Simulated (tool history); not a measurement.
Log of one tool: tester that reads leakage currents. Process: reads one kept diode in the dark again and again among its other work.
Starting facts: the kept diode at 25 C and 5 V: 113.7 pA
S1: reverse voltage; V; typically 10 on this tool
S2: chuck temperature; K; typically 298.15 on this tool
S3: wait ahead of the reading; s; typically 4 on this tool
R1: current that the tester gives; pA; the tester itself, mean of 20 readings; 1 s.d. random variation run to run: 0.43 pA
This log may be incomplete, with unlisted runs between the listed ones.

| run | hour | S1 | S2 | S3 | R1 |
|---|---|---|---|---|---|
| 1 | 0 | 10 | 298.15 | 4 | 140.13 |
|  | 23.9 | tester calibrated |
| 2 | 117.4 | 10 | 298.15 | 4 | 142.8 |
|  | 211.7 | chuck's temperature calibrated |
| 3 | 234.5 | 10 | 298.15 | 4 | 153.65 |
| 4 | 315.2 | 10 | 298.15 | 4 | 154.13 |
| 5 | 448.4 | 10 | 298.15 | 4 | 153.88 |
| 6 | 554.7 | 10 | 298.15 | 4 | 154.4 |
| 7 | 689.1 | 10 | 298.15 | 4 | 154.41 |
| 8 | 759.1 | 10 | 298.15 | 4 | 154.52 |
| 9 | 880.6 | 10 | 298.15 | 4 | 154.81 |
| 10 | 994.9 | 10 | 298.15 | 4 | 153.82 |
| 11 | 1089.5 | 10 | 298.15 | 4 | 154.64 |
| 12 | 1150.3 | 10 | 298.15 | 4 | 154.9 |
| 13 | 1247 | 10 | 298.15 | 4 | 155.46 |
| 14 | 1356 | 10.2 | 298.15 | 4 | 157.04 |
| 15 | 1421.4 | 10.2 | 298.15 | 4 | 156.67 |
| 16 | 1528.8 | 10 | 298.15 | 4 | 155.65 |
| 17 | 1614.7 | 10 | 298.15 | 4 | 156.07 |
|  | 1670.3 | probe card cleaned and baked |
| 18 | 1714.9 | 10 | 298.15 | 4 | 139.47 |
| 19 | 1810.8 | 10 | 298.15 | 4 | 139.45 |
| 20 | 1938.2 | 5.3 | 293.15 | 7.25 | 69.32 |
| 21 | 2015.4 | 5.3 | 293.15 | 7.25 | 69.74 |
| 22 | 2076.4 | 3.5 | 298.15 | 2.47 | 97.84 |
| 23 | 2138.1 | 7.9 | 310.15 | 2.03 | 383.15 |
| 24 | 2225 | 2.7 | 314.15 | 1.04 | 376.53 |
| 25 | 2329.3 | 2.7 | 314.15 | 1.04 | 376.09 |
|  | 2363.1 | chuck's temperature calibrated |
| 26 | 2472.6 | 17.9 | 314.15 | 1.04 | 725.87 |
| 27 | 2537.2 | 10 | 293.15 | 4 | 91.21 |
| 28 | 2656 | 10 | 293.15 | 4 | 91.44 |
| 29 | 2781 | 3.1 | 327.15 | 0.82 | 1159.26 |
| 30 | 2919.3 | 4.3 | 325.15 | 0.44 | 1095.15 |
| 31 | 3054 | 10 | 305.15 | 1.68 | 270.57 |
| 32 | 3171.5 | 10 | 305.15 | 1.68 | 269.7 |
| 33 | 3233.6 | 10 | 299.15 | 4 | 159.02 |
| 34 | 3320.3 | 10 | 299.15 | 4 | 159.36 |
|  | 3335.6 | tester calibrated |
| 35 | 3448.4 | 1.9 | 298.15 | 4 | 80.78 |

Forecast each of these 3 alternatives for the next run:
| A | 3516.8 | 1.9 | 298.15 | 1.08 | ? |
| B | 3516.8 | 10 | 298.15 | 0.92 | ? |
| C | 3516.8 | 10 | 320.15 | 4 | ? |

| run | R1 |
|---|---|
| A | 80.83 |
| B | 149.78 |
| C | 978 |
Without the tool's unlogged condition, the same runs would have read:
| run | R1 |
|---|---|
| A | 82.56 |
| B | 145.08 |
| C | 1008.78 |
